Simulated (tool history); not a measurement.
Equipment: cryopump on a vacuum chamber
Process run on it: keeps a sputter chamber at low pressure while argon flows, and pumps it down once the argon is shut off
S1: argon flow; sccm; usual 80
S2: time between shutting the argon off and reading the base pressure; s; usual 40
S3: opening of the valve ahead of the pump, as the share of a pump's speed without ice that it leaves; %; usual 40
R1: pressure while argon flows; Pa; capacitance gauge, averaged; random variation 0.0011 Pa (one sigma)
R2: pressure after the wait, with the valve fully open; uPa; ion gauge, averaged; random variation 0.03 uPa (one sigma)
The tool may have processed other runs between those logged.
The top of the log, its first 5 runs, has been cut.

run 6 hour=176.8 | S1=80 S2=40 S3=40 | R1=0.2643 R2=3.59
-- hour=190.5 pump warmed up, emptied and cooled again
run 7 hour=219 | S1=80 S2=40 S3=40 | R1=0.2542 R2=3.25
run 8 hour=248 | S1=80 S2=40 S3=40 | R1=0.2544 R2=3.37
run 9 hour=271 | S1=80 S2=40 S3=40 | R1=0.2538 R2=3.38
run 10 hour=317.4 | S1=34 S2=40 S3=40 | R1=0.1075 R2=3.37
run 11 hour=354.3 | S1=80 S2=40 S3=32 | R1=0.3136 R2=3.46
run 12 hour=393.3 | S1=80 S2=40 S3=40 | R1=0.254 R2=3.35
run 13 hour=427 | S1=80 S2=40 S3=40 | R1=0.2545 R2=3.53
run 14 hour=470.5 | S1=80 S2=40 S3=40 | R1=0.2546 R2=3.46
run 15 hour=507 | S1=80 S2=40 S3=40 | R1=0.2554 R2=3.47
run 16 hour=543.7 | S1=80 S2=40 S3=40 | R1=0.2555 R2=3.64
run 17 hour=586.7 | S1=80 S2=40 S3=40 | R1=0.256 R2=3.65
run 18 hour=631.2 | S1=80 S2=109 S3=28 | R1=0.3648 R2=2.91
run 19 hour=679.8 | S1=80 S2=109 S3=28 | R1=0.3656 R2=2.8
run 20 hour=703.7 | S1=111 S2=173 S3=17 | R1=0.8248 R2=2.72

For run 21, what comes out?
run 21 hour=729.2 | S1=111 S2=173 S3=17 | R1=? R2=?

For run 21 the tool returned R1 0.8292 Pa, R2 2.78 uPa.
Had the tool carried no hidden state, the very same run would have given R1 0.8211 Pa, R2 0.51 uPa.
